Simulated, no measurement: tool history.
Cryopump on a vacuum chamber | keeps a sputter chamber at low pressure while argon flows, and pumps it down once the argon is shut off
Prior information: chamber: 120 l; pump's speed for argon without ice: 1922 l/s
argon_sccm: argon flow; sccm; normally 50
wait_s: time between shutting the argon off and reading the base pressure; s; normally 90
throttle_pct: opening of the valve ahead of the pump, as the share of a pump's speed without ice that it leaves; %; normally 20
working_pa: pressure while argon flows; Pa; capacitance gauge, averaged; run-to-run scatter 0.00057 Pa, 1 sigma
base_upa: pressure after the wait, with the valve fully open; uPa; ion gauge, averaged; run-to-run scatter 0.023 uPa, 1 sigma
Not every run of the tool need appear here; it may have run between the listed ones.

run,hour,argon_sccm,wait_s,throttle_pct,working_pa,base_upa
1,0,50,90,20,0.2205,1.37
2,8.4,50,90,20,0.22,1.4
3,16.7,50,90,20,0.221,1.42
4,23.4,50,90,20,0.2211,1.43
5,36.8,50,90,20,0.2205,1.47
6,50.6,50,90,20,0.2204,1.39
7,64.3,50,90,20,0.2206,1.4
8,78.7,50,90,45,0.0989,1.41
9,92.5,50,90,45,0.0989,1.46
10,105.2,50,90,45,0.0992,1.46
11,112.2,50,27,20,0.2215,2.96
12,124.9,98,90,20,0.4331,1.45
13,138.3,50,282,51,0.0873,1.02
14,148.8,87,75,28,0.2753,1.6
15,160.6,34,270,47,0.0641,0.99
16,172.4,50,136,21,0.212,1.25
17,180.8,35,33,58,0.0544,2.7
18,190.9,93,171,48,0.1733,1.19
19,200.1,78,235,21,0.329,1.12
20,215.6,80,118,21,0.3383,1.36
21,225.7,100,36,32,0.2785,2.43
22,240.7,62,36,37,0.1495,2.52
23,252.9,45,84,53,0.0761,1.54
24,264.2,45,84,53,0.0771,1.57

4 ways to go on from here, each from the tool as it stands after run 24. What would each give?
A,273.4,48,186,22,?,?
B,273.4,48,94,20,?,?
C,273.4,42,90,20,?,?
D,273.4,20,64,23,?,?

run,working_pa,base_upa
A,0.1954,1.17
B,0.2131,1.55
C,0.187,1.51
D,0.0774,1.68
The same runs, with their run-to-run variation unchanged, on a tool lacking any hidden condition would have given:
run,working_pa,base_upa
A,0.193,0.48
B,0.2108,0.85
C,0.185,0.82
D,0.0764,1.02

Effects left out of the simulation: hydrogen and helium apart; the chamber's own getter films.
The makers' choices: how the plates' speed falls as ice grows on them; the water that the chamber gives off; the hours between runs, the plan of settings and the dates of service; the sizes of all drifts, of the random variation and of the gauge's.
